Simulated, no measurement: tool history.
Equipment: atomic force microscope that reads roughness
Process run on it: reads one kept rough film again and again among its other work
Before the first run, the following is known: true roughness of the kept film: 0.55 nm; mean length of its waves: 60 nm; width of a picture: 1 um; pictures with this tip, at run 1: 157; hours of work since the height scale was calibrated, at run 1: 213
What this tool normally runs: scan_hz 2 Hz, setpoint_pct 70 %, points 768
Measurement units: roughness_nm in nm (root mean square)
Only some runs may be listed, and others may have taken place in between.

| run | day | scan_hz | setpoint_pct | points | pictures with this tip | hours of work since the height scale was calibrated | roughness_nm |
|---|---|---|---|---|---|---|---|
| 1 | 0 | 2 | 70 | 768 | 157 | 213 | 0.518 |
| 2 | 0.279 | 2 | 70 | 768 | 163 | 216 | 0.519 |
| 3 | 0.642 | 2 | 70 | 768 | 171 | 220 | 0.521 |
| 4 | 0.883 | 2 | 65 | 768 | 176 | 222 | 0.526 |
| 5 | 1.212 | 2 | 65 | 768 | 183 | 226 | 0.526 |
| 6 | 1.779 | 2 | 65 | 768 | 195 | 232 | 0.525 |
| 7 | 2.158 | 2 | 65 | 768 | 204 | 236 | 0.523 |
| 8 | 2.471 | 2 | 65 | 424 | 210 | 239 | 0.519 |
| 9 | 2.796 | 2 | 75 | 768 | 217 | 243 | 0.513 |
| 10 | 3.067 | 2 | 70 | 768 | 223 | 246 | 0.519 |
| 11 | 3.471 | 2 | 62 | 768 | 232 | 250 | 0.527 |
| 12 | 3.904 | 2 | 62 | 768 | 241 | 255 | 0.524 |
|  | 3.988 | height scale calibrated on a step standard |
|  | 4.254 | new tip fitted |
| 13 | 4.442 | 2 | 62 | 768 | 4 | 5 | 0.529 |
| 14 | 4.742 | 2 | 70 | 768 | 10 | 8 | 0.521 |
| 15 | 5.304 | 2 | 70 | 768 | 22 | 14 | 0.52 |
| 16 | 5.546 | 2 | 70 | 768 | 28 | 17 | 0.516 |
|  | 6 | height scale calibrated on a step standard, once more |
| 17 | 6.021 | 2 | 70 | 768 | 37 | 0 | 0.525 |
| 18 | 6.267 | 2 | 84 | 768 | 42 | 3 | 0.502 |
| 19 | 6.588 | 2 | 63 | 768 | 49 | 6 | 0.529 |
| 20 | 7.158 | 2 | 63 | 768 | 62 | 13 | 0.529 |
| 21 | 7.45 | 0.62 | 75 | 632 | 68 | 16 | 0.536 |
| 22 | 7.708 | 0.74 | 75 | 680 | 74 | 19 | 0.533 |
| 23 | 8.142 | 1.68 | 57 | 749 | 83 | 23 | 0.532 |
| 24 | 8.671 | 1.48 | 89 | 749 | 95 | 29 | 0.503 |
| 25 | 9.138 | 1.42 | 67 | 301 | 105 | 34 | 0.529 |
| 26 | 9.404 | 2 | 65 | 768 | 110 | 37 | 0.53 |
| 27 | 9.696 | 1.85 | 85 | 768 | 117 | 40 | 0.501 |
| 28 | 10.067 | 3.38 | 85 | 828 | 125 | 44 | 0.47 |
| 29 | 10.562 | 3.38 | 85 | 828 | 136 | 49 | 0.472 |
| 30 | 10.979 | 2.8 | 70 | 768 | 145 | 54 | 0.514 |
| 31 | 11.45 | 0.58 | 80 | 816 | 155 | 59 | 0.532 |
| 32 | 11.721 | 0.58 | 80 | 816 | 161 | 62 | 0.532 |
| 33 | 12 | 1.91 | 78 | 814 | 167 | 65 | 0.51 |
| 34 | 12.479 | 1.91 | 78 | 814 | 177 | 70 | 0.512 |
| 35 | 13.029 | 3.16 | 61 | 940 | 189 | 76 | 0.524 |
| 36 | 13.567 | 0.95 | 66 | 913 | 201 | 82 | 0.531 |
| 37 | 13.908 | 0.82 | 66 | 493 | 208 | 86 | 0.532 |
| 38 | 14.454 | 1.55 | 70 | 802 | 220 | 92 | 0.524 |
| 39 | 14.75 | 2 | 70 | 687 | 226 | 95 | 0.52 |

What if the next run were any one of these 3? Each begins from the tool's condition after run 39:
| A | 15.212 | 1.69 | 57 | 364 | 236 | 100 | ? |
| B | 15.212 | 1.31 | 65 | 768 | 236 | 100 | ? |
| C | 15.212 | 2 | 70 | 286 | 236 | 100 | ? |

| run | roughness_nm |
|---|---|
| A | 0.532 |
| B | 0.533 |
| C | 0.52 |
Take away the tool's hidden state, keep each run's random variation, and the runs would have read:
| run | roughness_nm |
|---|---|
| A | 0.536 |
| B | 0.537 |
| C | 0.524 |
